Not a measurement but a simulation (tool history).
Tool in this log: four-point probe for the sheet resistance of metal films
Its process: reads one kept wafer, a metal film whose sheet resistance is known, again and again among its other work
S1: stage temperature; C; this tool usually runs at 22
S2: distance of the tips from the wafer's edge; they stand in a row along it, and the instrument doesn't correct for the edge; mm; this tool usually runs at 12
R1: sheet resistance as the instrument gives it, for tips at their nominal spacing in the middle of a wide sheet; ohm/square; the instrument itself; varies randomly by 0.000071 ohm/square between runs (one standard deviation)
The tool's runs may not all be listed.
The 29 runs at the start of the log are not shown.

| run | hour | S1 | S2 | R1 |
|---|---|---|---|---|
| 30 | 1001.8 | 29 | 57 | 0.359066 |
| 31 | 1029.5 | 18 | 5 | 0.358108 |
| 32 | 1075.2 | 19 | 12 | 0.356733 |
| 33 | 1125.1 | 33 | 10 | 0.36081 |
| 34 | 1149.9 | 33 | 10 | 0.360811 |
| 35 | 1178 | 33 | 10 | 0.360692 |
| 36 | 1228.4 | 33 | 6 | 0.361729 |
| 37 | 1255.8 | 22 | 13 | 0.357725 |
| 38 | 1277.7 | 22 | 13 | 0.357961 |
| 39 | 1299.1 | 22 | 13 | 0.357866 |
| 40 | 1346.7 | 21 | 3 | 0.362642 |
| 41 | 1388.8 | 32 | 12 | 0.360594 |
| 42 | 1432.7 | 20 | 29 | 0.357334 |
| 43 | 1463.8 | 20 | 29 | 0.357249 |
| 44 | 1506.5 | 20 | 29 | 0.357404 |

5 options for the next run, each taken on its own from the tool as it stands now. Forecast them:
| A | 1553.8 | 27 | 63 | ? |
| B | 1553.8 | 18 | 12 | ? |
| C | 1553.8 | 20 | 18 | ? |
| D | 1553.8 | 31 | 23 | ? |
| E | 1553.8 | 19 | 17 | ? |

| run | R1 |
|---|---|
| A | 0.35927 |
| B | 0.357188 |
| C | 0.357566 |
| D | 0.360356 |
| E | 0.357395 |
With no hidden state in the tool, these same runs would have given:
| run | R1 |
|---|---|
| A | 0.356635 |
| B | 0.354546 |
| C | 0.354926 |
| D | 0.357722 |
| E | 0.354754 |

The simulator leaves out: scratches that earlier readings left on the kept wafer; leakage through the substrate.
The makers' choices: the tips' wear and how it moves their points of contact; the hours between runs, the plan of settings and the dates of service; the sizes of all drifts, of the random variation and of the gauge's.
